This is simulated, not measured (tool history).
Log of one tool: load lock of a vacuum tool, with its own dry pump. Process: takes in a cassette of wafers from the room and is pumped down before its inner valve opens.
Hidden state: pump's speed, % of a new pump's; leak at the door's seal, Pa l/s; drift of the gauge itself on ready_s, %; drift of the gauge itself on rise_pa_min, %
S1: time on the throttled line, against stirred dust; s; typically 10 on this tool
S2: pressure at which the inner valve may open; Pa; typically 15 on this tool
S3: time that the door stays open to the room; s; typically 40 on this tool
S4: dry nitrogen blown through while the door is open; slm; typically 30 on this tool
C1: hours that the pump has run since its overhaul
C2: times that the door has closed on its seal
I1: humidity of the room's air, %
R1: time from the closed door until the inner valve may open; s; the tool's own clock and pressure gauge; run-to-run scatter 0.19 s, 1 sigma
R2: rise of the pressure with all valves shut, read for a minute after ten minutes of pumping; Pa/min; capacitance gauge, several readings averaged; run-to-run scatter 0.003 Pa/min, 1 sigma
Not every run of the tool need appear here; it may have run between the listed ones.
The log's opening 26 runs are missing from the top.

run 27 hour=3656.7 | S1=10 S2=22 S3=40 S4=30 | C1=13452 C2=14374 | I1=45.7 | R1=19.9 R2=0.119
run 28 hour=3775.9 | S1=10 S2=10 S3=40 S4=30 | C1=13571 C2=14556 | I1=45.6 | R1=20.8 R2=0.126
run 29 hour=3945.2 | S1=10 S2=10 S3=40 S4=30 | C1=13740 C2=14814 | I1=43.2 | R1=20.8 R2=0.127
run 30 hour=4127.9 | S1=10 S2=10 S3=40 S4=30 | C1=13923 C2=15092 | I1=45.5 | R1=20.9 R2=0.125
run 31 hour=4310.2 | S1=10 S2=16 S3=51 S4=7 | C1=14105 C2=15370 | I1=43.2 | R1=20.0 R2=0.148
run 32 hour=4435.7 | S1=10 S2=16 S3=51 S4=7 | C1=14231 C2=15561 | I1=46.8 | R1=20.1 R2=0.159
run 33 hour=4566.9 | S1=12 S2=16 S3=36 S4=7 | C1=14362 C2=15761 | I1=43.3 | R1=21.4 R2=0.140
run 34 hour=4766.6 | S1=6 S2=15 S3=214 S4=12 | C1=14562 C2=16066 | I1=45.6 | R1=17.2 R2=0.176
run 35 hour=4959.8 | S1=6 S2=30 S3=214 S4=12 | C1=14755 C2=16360 | I1=41.7 | R1=16.1 R2=0.170
run 36 hour=5144.2 | S1=6 S2=20 S3=32 S4=12 | C1=14939 C2=16641 | I1=46.2 | R1=17.1 R2=0.143

Predict each of these 5 candidate next runs independently; none follows another, all start after run 36:
run A hour=5263.5 | S1=17 S2=17 S3=40 S4=7 | C1=15059 C2=16823 | I1=43.5 | R1=? R2=?
run B hour=5263.5 | S1=18 S2=17 S3=32 S4=12 | C1=15059 C2=16823 | I1=44.3 | R1=? R2=?
run C hour=5263.5 | S1=6 S2=19 S3=32 S4=12 | C1=15059 C2=16823 | I1=43.3 | R1=? R2=?
run D hour=5263.5 | S1=6 S2=20 S3=32 S4=7 | C1=15059 C2=16823 | I1=48.2 | R1=? R2=?
run E hour=5263.5 | S1=10 S2=15 S3=55 S4=30 | C1=15059 C2=16823 | I1=45.6 | R1=? R2=?

run=A R1=25.5 R2=0.156
run=B R1=26.1 R2=0.148
run=C R1=16.7 R2=0.151
run=D R1=16.9 R2=0.155
run=E R1=20.4 R2=0.145
Stripped of hidden state, with their random variation kept, the same runs would have yielded:
run=A R1=24.7 R2=0.056
run=B R1=25.4 R2=0.047
run=C R1=15.7 R2=0.048
run=D R1=16.0 R2=0.055
run=E R1=19.5 R2=0.043
